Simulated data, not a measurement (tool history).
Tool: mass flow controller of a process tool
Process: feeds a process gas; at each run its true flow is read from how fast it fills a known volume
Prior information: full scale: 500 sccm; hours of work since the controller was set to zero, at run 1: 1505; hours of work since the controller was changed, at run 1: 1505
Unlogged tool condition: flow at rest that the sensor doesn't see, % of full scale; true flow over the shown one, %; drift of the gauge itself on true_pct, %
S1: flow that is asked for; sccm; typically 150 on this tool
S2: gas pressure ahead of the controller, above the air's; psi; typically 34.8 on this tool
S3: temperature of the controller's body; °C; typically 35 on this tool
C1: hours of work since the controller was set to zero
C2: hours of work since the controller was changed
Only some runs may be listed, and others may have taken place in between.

run 1 hour=0 | S1=150 S2=34.8 S3=35 | C1=1505 C2=1505 | true_flow_(%)=98.08
run 2 hour=152.5 | S1=150 S2=34.8 S3=35 | C1=1558 C2=1558 | true_flow_(%)=98.07
run 3 hour=299.4 | S1=150 S2=34.8 S3=35 | C1=1608 C2=1608 | true_flow_(%)=98.14
run 4 hour=461.7 | S1=150 S2=34.8 S3=35 | C1=1664 C2=1664 | true_flow_(%)=98.14
run 5 hour=614.4 | S1=150 S2=34.8 S3=35 | C1=1717 C2=1717 | true_flow_(%)=98.04
run 6 hour=727.7 | S1=150 S2=34.8 S3=35 | C1=1756 C2=1756 | true_flow_(%)=98.11
run 7 hour=814.5 | S1=150 S2=34.8 S3=35 | C1=1785 C2=1785 | true_flow_(%)=98.09
run 8 hour=922.8 | S1=150 S2=34.8 S3=26 | C1=1823 C2=1823 | true_flow_(%)=97.95
run 9 hour=1068.6 | S1=150 S2=34.8 S3=26 | C1=1873 C2=1873 | true_flow_(%)=98.1
run 10 hour=1217.6 | S1=150 S2=34.8 S3=26 | C1=1924 C2=1924 | true_flow_(%)=98
run 11 hour=1305.9 | S1=150 S2=34.8 S3=26 | C1=1955 C2=1955 | true_flow_(%)=98.08
run 12 hour=1466.7 | S1=150 S2=34.8 S3=26 | C1=2010 C2=2010 | true_flow_(%)=98.09
run 13 hour=1580.2 | S1=150 S2=34.8 S3=29 | C1=2049 C2=2049 | true_flow_(%)=98.22
-- hour=1588.2 controller's zero set anew
run 14 hour=1738 | S1=76 S2=33.4 S3=34 | C1=52 C2=2103 | true_flow_(%)=100.96
run 15 hour=1843.8 | S1=262 S2=22.9 S3=35 | C1=88 C2=2139 | true_flow_(%)=99.19
run 16 hour=1962.3 | S1=262 S2=22.9 S3=35 | C1=129 C2=2180 | true_flow_(%)=99.33
run 17 hour=2055.3 | S1=262 S2=22.9 S3=35 | C1=161 C2=2212 | true_flow_(%)=99.33
-- hour=2146.4 controller's zero set anew, once more
run 18 hour=2184.2 | S1=78 S2=31.6 S3=35 | C1=13 C2=2256 | true_flow_(%)=96.49

Across each entry between runs, compare the hidden state at the last listed run before it with the hidden state at the first listed run after it:
Run 13 -> run 14: controller's zero set anew (hour 1588.2)
  flow at rest that the sensor doesn't see, % of full scale: 0.469 -> 0.718; true flow over the shown one, %: -0.83 -> -0.85
  measured minus no-state result, true flow (%): +0.74 -> +3.88
Run 17 -> run 18: controller's zero set anew, once more (hour 2146.4)
  flow at rest that the sensor doesn't see, % of full scale: 0.744 -> 0.035; true flow over the shown one, %: -0.89 -> -0.91
  measured minus no-state result, true flow (%): +0.53 -> -0.68

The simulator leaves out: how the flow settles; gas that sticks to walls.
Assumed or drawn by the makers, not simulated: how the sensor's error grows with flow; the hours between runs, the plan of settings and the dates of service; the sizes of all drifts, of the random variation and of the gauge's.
